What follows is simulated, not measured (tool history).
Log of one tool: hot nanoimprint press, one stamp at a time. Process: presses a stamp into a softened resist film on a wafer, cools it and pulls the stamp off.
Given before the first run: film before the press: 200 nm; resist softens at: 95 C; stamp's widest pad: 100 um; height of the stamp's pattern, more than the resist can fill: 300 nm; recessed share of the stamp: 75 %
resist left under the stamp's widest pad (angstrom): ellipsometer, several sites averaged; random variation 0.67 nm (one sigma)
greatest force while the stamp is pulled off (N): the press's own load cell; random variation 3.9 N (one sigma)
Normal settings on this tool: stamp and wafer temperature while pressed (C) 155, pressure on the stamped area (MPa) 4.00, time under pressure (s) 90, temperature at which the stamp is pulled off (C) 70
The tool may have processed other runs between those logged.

run     day  stamp and wafer temperature while pressed (C)  pressure on the stamped area (MPa)  time under pressure (s)  temperature at which the stamp is pulled off (C)  resist left under the stamp's widest pad (angstrom)  greatest force while the stamp is pulled off (N)
  1   0.000                                            155                                4.00                       90                                                70                                                  783                                               327
  2   1.908                                            155                                4.00                       90                                                70                                                  794                                               338
  3   2.808                                            155                                4.00                       90                                                70                                                  789                                               335
  4   4.162                                            155                                4.00                       90                                                70                                                  815                                               348
  5   5.908                                            155                                4.00                       90                                                76                                                  805                                               317
  6   7.021                                            155                                4.00                      135                                                70                                                  685                                               349
  7   8.200                                            155                                4.00                       90                                                70                                                  795                                               344
  8   9.675                                            155                                4.00                       90                                                70                                                  819                                               350
  9  11.721                                            155                                4.00                       90                                                70                                                  816                                               194
 10  13.308                                            155                                4.00                       90                                                70                                                  808                                               203
 11  14.746                                            155                                4.00                       90                                                70                                                  847                                               206
 12  15.892                                            155                                4.00                       90                                                70                                                  846                                               216
 13  17.267                                            155                                4.00                       90                                                65                                                  852                                               230
 14  19.288                                            155                                4.00                       90                                                70                                                  856                                               224
 15  21.129                                            155                                4.00                       72                                                70                                                  926                                               228
 16  23.250                                            163                                4.00                       72                                                70                                                  559                                               228
 17  25.333                                            153                                5.05                       47                                                66                                                  925                                               251
 18  27.196                                            153                                3.35                       67                                                66                                                  994                                               247
 19  28.525                                            153                                3.35                       67                                                66                                                 1014                                               261
 20  29.392                                            155                                4.87                       90                                                70                                                  686                                               252
 21  30.862                                            155                                4.87                       90                                                70                                                  687                                               250
 22  32.954                                            155                                4.18                       90                                                61                                                  733                                               291
 23  35.050                                            155                                4.18                       90                                                61                                                  741                                               306
 24  36.492                                            159                                4.18                       68                                                67                                                  695                                               281
 25  37.950                                            159                                4.18                       68                                                67                                                  699                                               293
 26  39.329                                            159                                4.18                       54                                                58                                                  770                                               332
 27  40.458                                            163                                2.56                      140                                                76                                                  573                                               275
 28  41.467                                            155                                4.00                       90                                                74                                                  772                                               281
 29  42.788                                            149                                4.00                       48                                                74                                                 1242                                               276

Removed from this log: 3 entries logged between the listed runs. Between which two listed runs does each belong, and how does the tool's hidden state at the listed run before it compare with that at the listed run after it?
From run 8 to run 9: stamp cleaned and given a new release coat (day 10.217)
  true temperature over the reading, C: -1.58 -> -1.66; pressure that arrives at the usual setting, %: 98.69 -> 98.65; grip of the stamp's worn release coat, % over a new coat's: 88.1 -> 2.3
  measured less the result without the state, resist left under the stamp's widest pad (angstrom): +63 -> +67; greatest force while the stamp is pulled off (N): +167 -> +8
From run 10 to run 11: plate thermocouple calibrated (day 13.921)
  true temperature over the reading, C: -1.74 -> -2.66; pressure that arrives at the usual setting, %: 98.61 -> 98.58; grip of the stamp's worn release coat, % over a new coat's: 4.8 -> 6.9
  measured less the result without the state, resist left under the stamp's widest pad (angstrom): +68 -> +105; greatest force while the stamp is pulled off (N): +13 -> +19
From run 15 to run 16: plate thermocouple calibrated, once more (day 22.288)
  true temperature over the reading, C: -2.94 -> 0.07; pressure that arrives at the usual setting, %: 98.42 -> 98.37; grip of the stamp's worn release coat, % over a new coat's: 17.1 -> 20.4
  measured less the result without the state, resist left under the stamp's widest pad (angstrom): +123 -> +3; greatest force while the stamp is pulled off (N): +40 -> +38
